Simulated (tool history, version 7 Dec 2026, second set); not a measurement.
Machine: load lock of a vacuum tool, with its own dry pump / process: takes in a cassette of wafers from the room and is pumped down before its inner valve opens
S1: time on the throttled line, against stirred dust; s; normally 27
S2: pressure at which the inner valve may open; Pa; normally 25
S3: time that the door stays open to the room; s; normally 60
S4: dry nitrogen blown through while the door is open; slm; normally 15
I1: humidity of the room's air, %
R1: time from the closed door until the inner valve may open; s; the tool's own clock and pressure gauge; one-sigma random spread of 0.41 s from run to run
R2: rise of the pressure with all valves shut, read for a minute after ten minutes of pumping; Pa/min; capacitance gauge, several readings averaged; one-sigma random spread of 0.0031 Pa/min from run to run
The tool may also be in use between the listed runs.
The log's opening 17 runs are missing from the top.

| run | hour | S1 | S2 | S3 | S4 | I1 | R1 | R2 |
|---|---|---|---|---|---|---|---|---|
| 18 | 6688.1 | 27 | 25 | 51 | 15 | 43.5 | 47.6 | 0.058 |
| 19 | 7093.6 | 27 | 25 | 51 | 15 | 42.4 | 47.5 | 0.056 |
| 20 | 7521 | 27 | 31 | 32 | 15 | 45.5 | 46.6 | 0.047 |
| 21 | 8019.4 | 26 | 31 | 147 | 25 | 48.3 | 46.5 | 0.091 |
| 22 | 8293.6 | 27 | 26 | 125 | 41 | 46.3 | 46.2 | 0.066 |
| 23 | 8553.4 | 27 | 26 | 125 | 41 | 42.9 | 47.2 | 0.059 |
| 24 | 8840.7 | 15 | 26 | 125 | 9 | 41.8 | 38.1 | 0.098 |
| 25 | 9064.3 | 19 | 25 | 36 | 31 | 48.3 | 41.1 | 0.045 |
| 26 | 9478.8 | 42 | 25 | 60 | 15 | 43.3 | 57.7 | 0.064 |
| 27 | 9795.3 | 27 | 25 | 67 | 13 | 42.7 | 47.2 | 0.074 |
|  | 10123 | dry pump taken out, an overhauled one fitted |
| 28 | 10237.9 | 27 | 25 | 67 | 13 | 41.5 | 48 | 0.064 |
| 29 | 10656.2 | 27 | 25 | 91 | 14 | 43.8 | 46.9 | 0.077 |
| 30 | 11123.6 | 53 | 25 | 91 | 14 | 43.7 | 66.5 | 0.081 |
| 31 | 11523.8 | 27 | 27 | 60 | 42 | 45.6 | 47.5 | 0.048 |
| 32 | 11988.7 | 27 | 25 | 54 | 5 | 45.3 | 47.7 | 0.073 |
| 33 | 12315.2 | 27 | 25 | 54 | 5 | 44.7 | 47.3 | 0.075 |
| 34 | 12686.5 | 27 | 25 | 54 | 5 | 45.3 | 47.2 | 0.081 |
| 35 | 13062.4 | 27 | 25 | 47 | 25 | 42.4 | 47.6 | 0.049 |
| 36 | 13476.8 | 29 | 47 | 180 | 43 | 41.2 | 46.8 | 0.07 |

Each row is a separate what-if for the run after 36, all from the same tool condition, not one after another. Results?
| A | 13909.6 | 15 | 25 | 60 | 15 | 47.7 | ? | ? |
| B | 13909.6 | 27 | 39 | 60 | 5 | 44.6 | ? | ? |
| C | 13909.6 | 34 | 47 | 60 | 12 | 43.7 | ? | ? |
| D | 13909.6 | 29 | 47 | 42 | 15 | 47.9 | ? | ? |
| E | 13909.6 | 27 | 27 | 40 | 26 | 41.3 | ? | ? |

| run | R1 | R2 |
|---|---|---|
| A | 38.9 | 0.069 |
| B | 45.6 | 0.08 |
| C | 50 | 0.069 |
| D | 46.3 | 0.065 |
| E | 46.2 | 0.043 |
The same runs, with their run-to-run variation unchanged, on a tool lacking any hidden condition would have given:
| run | R1 | R2 |
|---|---|---|
| A | 38.9 | 0.068 |
| B | 45.6 | 0.079 |
| C | 50 | 0.068 |
| D | 46.3 | 0.065 |
| E | 46.2 | 0.043 |
